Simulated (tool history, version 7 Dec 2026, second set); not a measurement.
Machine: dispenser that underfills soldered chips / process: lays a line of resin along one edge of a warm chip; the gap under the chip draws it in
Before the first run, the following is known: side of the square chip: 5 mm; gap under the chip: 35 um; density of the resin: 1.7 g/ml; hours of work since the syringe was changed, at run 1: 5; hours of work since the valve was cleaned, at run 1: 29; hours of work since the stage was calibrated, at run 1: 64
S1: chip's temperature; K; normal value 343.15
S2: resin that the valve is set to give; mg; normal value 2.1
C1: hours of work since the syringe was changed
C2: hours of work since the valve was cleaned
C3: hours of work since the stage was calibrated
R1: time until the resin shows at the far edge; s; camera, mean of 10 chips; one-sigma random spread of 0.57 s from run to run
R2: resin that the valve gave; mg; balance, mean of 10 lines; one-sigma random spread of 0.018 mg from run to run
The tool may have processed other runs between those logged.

Run 1, hour 0: usual settings; C1 5; C2 29; C3 64. Result: R1 55.1 s, R2 2.07 mg.
At hour 5.2: new syringe of resin.
Run 2, hour 13.5: usual settings; C1 6; C2 39; C3 73. Result: R1 60.1 s, R2 2.02 mg.
At hour 17.1: new syringe of resin.
Run 3, hour 21.9: usual settings; C1 3; C2 44; C3 79. Result: R1 52.9 s, R2 2.01 mg.
At hour 28.2: new syringe of resin.
Run 4, hour 30.4: usual settings; C1 2; C2 50; C3 85. Result: R1 50.9 s, R2 2.01 mg.
At hour 39.2: new syringe of resin.
Run 5, hour 44.6: usual settings; C1 4; C2 60; C3 94. Result: R1 55.7 s, R2 1.94 mg.
At hour 50.8: new syringe of resin.
Run 6, hour 54.3: usual settings; C1 2; C2 67; C3 101. Result: R1 51.6 s, R2 1.99 mg.
At hour 62.5: new syringe of resin.
Run 7, hour 69: usual settings but S1 329.15 K; C1 5; C2 77; C3 111. Result: R1 127.1 s, R2 1.99 mg.
At hour 74: new syringe of resin.
At hour 78.5: dispensing valve cleaned and set on the balance.
Run 8, hour 85.1: usual settings but S1 329.15 K; C1 7; C2 5; C3 122. Result: R1 135.5 s, R2 2.11 mg.
At hour 86.7: new syringe of resin.
Run 9, hour 95.7: usual settings but S1 330.15 K, S2 2.15 mg; C1 6; C2 12; C3 129. Result: R1 124.9 s, R2 2.15 mg.
At hour 98.3: new syringe of resin.
At hour 110.2: new syringe of resin.
Run 10, hour 113.3: usual settings but S1 332.15 K, S2 1.9 mg; C1 2; C2 24; C3 141. Result: R1 101 s, R2 1.84 mg.
At hour 121.6: new syringe of resin.
Run 11, hour 125.9: usual settings but S1 336.15 K, S2 2.05 mg; C1 3; C2 33; C3 150. Result: R1 83 s, R2 2 mg.
At hour 133.8: new syringe of resin.
Run 12, hour 138.7: usual settings but S1 356.15 K, S2 2.23 mg; C1 3; C2 42; C3 159. Result: R1 28.1 s, R2 2.16 mg.
At hour 145.5: new syringe of resin.
Run 13, hour 149.2: usual settings but S1 328.15 K, S2 2.03 mg; C1 3; C2 49; C3 166. Result: R1 124.5 s, R2 1.94 mg.
At hour 157.3: new syringe of resin.
Run 14, hour 159.6: usual settings but S1 328.15 K, S2 2.03 mg; C1 2; C2 56; C3 173. Result: R1 120.9 s, R2 1.94 mg.
Run 15, hour 167.8: usual settings but S2 2.41 mg; C1 7; C2 62; C3 179. Result: R1 63 s, R2 2.28 mg.

Below are 5 alternative next runs, each starting from the tool's condition after run 15. Predict each:
At hour 168.9: new syringe of resin.
At hour 180.2: new syringe of resin.
Run A, hour 180.2: usual settings but S1 336.15 K, S2 2.15 mg; C1 0; C2 70; C3 187. Result: R1 ?, R2 ?.
At hour 168.9: new syringe of resin.
At hour 180.2: new syringe of resin.
Run B, hour 180.2: usual settings but S1 346.15 K, S2 2.38 mg; C1 0; C2 70; C3 187. Result: R1 ?, R2 ?.
At hour 168.9: new syringe of resin.
At hour 180.2: new syringe of resin.
Run C, hour 180.2: usual settings but S1 345.15 K, S2 1.92 mg; C1 0; C2 70; C3 187. Result: R1 ?, R2 ?.
At hour 168.9: new syringe of resin.
At hour 180.2: new syringe of resin.
Run D, hour 180.2: usual settings but S1 354.15 K; C1 0; C2 70; C3 187. Result: R1 ?, R2 ?.
At hour 168.9: new syringe of resin.
At hour 180.2: new syringe of resin.
Run E, hour 180.2: usual settings but S1 354.15 K, S2 1.88 mg; C1 0; C2 70; C3 187. Result: R1 ?, R2 ?.

run    R1    R2
  A  72.1  2.05
  B  41.4  2.29
  C  45.7  1.82
  D  29.2  1.98
  E  28.8  1.78
Without the tool's hidden state the same runs would have given:
run    R1    R2
  A  69.5  2.17
  B    40  2.42
  C  43.7  1.93
  D  28.1   2.1
  E  27.5  1.88

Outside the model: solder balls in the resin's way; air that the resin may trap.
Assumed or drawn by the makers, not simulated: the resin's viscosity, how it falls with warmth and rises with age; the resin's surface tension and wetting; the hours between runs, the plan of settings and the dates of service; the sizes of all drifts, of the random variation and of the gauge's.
